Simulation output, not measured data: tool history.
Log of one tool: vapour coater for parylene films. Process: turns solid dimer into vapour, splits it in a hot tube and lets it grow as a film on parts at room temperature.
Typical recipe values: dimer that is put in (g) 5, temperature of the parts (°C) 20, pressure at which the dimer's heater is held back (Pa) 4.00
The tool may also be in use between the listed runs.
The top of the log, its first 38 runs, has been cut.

run	day	dimer that is put in (g)	temperature of the parts (°C)	pressure at which the dimer's heater is held back (Pa)	thickness of the film (um)
39	94.079	3	20	4.00	0.730
40	96.246	3	20	4.00	0.712
41	98.421	5	17	4.02	1.286
42	100.975	5	17	5.51	1.194
43	103.596	6	20	3.29	1.434
44	105.654	6	20	3.29	1.423
45	108.250	5	27	11.59	0.754
# day 110.038: trap's valve overhauled
46	110.258	5	27	11.59	0.841
47	111.850	5	20	2.00	1.399

Below are 3 alternative next runs, each starting from the tool's condition after run 47. Predict each:
A	114.292	5	13	2.00	?
B	114.292	3	14	2.69	?
C	114.292	6	18	4.31	?

run	thickness of the film (um)
A	1.683
B	0.923
C	1.506
What these runs would have given with no unlogged condition in the tool:
run	thickness of the film (um)
A	1.756
B	0.962
C	1.571

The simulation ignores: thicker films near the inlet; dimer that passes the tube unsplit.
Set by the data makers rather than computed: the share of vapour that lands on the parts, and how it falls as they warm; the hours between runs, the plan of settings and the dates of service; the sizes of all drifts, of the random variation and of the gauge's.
